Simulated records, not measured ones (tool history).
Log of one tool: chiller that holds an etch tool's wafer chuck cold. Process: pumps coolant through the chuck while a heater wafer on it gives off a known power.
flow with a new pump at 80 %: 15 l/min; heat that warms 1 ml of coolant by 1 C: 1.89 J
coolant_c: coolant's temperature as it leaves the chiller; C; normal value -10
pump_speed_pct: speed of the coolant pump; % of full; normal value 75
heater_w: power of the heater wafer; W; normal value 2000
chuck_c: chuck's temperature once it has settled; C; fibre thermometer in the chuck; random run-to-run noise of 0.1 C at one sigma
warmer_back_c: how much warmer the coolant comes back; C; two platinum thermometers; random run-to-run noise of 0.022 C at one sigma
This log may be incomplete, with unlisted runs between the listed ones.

Run 1, hour 0: usual settings. Result: chuck_c 4.1 C, warmer_back_c 4.56 C.
Run 2, hour 142.2: usual settings. Result: chuck_c 3.8 C, warmer_back_c 4.55 C.
Run 3, hour 219.3: usual settings. Result: chuck_c 4 C, warmer_back_c 4.55 C.
Run 4, hour 328.9: usual settings. Result: chuck_c 3.9 C, warmer_back_c 4.57 C.
Run 5, hour 400.8: usual settings but pump_speed_pct 98 % of full. Result: chuck_c 1.7 C, warmer_back_c 3.42 C.
Run 6, hour 527.5: usual settings. Result: chuck_c 4.3 C, warmer_back_c 4.6 C.
Run 7, hour 664.3: usual settings. Result: chuck_c 4.1 C, warmer_back_c 4.62 C.
Run 8, hour 756.4: usual settings. Result: chuck_c 4 C, warmer_back_c 4.57 C.
Run 9, hour 894.9: usual settings. Result: chuck_c 4.1 C, warmer_back_c 4.58 C.
Run 10, hour 984.3: usual settings. Result: chuck_c 4.1 C, warmer_back_c 4.59 C.
Run 11, hour 1116.5: usual settings but pump_speed_pct 80 % of full. Result: chuck_c 3.7 C, warmer_back_c 4.27 C.
Run 12, hour 1202.9: usual settings but pump_speed_pct 80 % of full. Result: chuck_c 3.6 C, warmer_back_c 4.28 C.
Run 13, hour 1303.8: usual settings but pump_speed_pct 80 % of full. Result: chuck_c 3.5 C, warmer_back_c 4.27 C.
At hour 1434.6: chiller's thermometer calibrated.
Run 14, hour 1446.6: usual settings but pump_speed_pct 80 % of full. Result: chuck_c 4.1 C, warmer_back_c 4.28 C.
Run 15, hour 1528: usual settings but pump_speed_pct 80 % of full. Result: chuck_c 3.8 C, warmer_back_c 4.3 C.
Run 16, hour 1639.7: usual settings but heater_w 1045 W. Result: chuck_c -2.3 C, warmer_back_c 2.42 C.

What will run 17 give?
Run 17, hour 1718: usual settings but coolant_c -4 C, pump_speed_pct 72 % of full, heater_w 2703 W. Result: chuck_c ?, warmer_back_c ?.

Run 17 measured chuck_c 16.5 C, warmer_back_c 6.55 C.
Were there no unlogged condition in the tool, this run, its random variation unchanged, would have produced chuck_c 14.5 C, warmer_back_c 6.41 C.
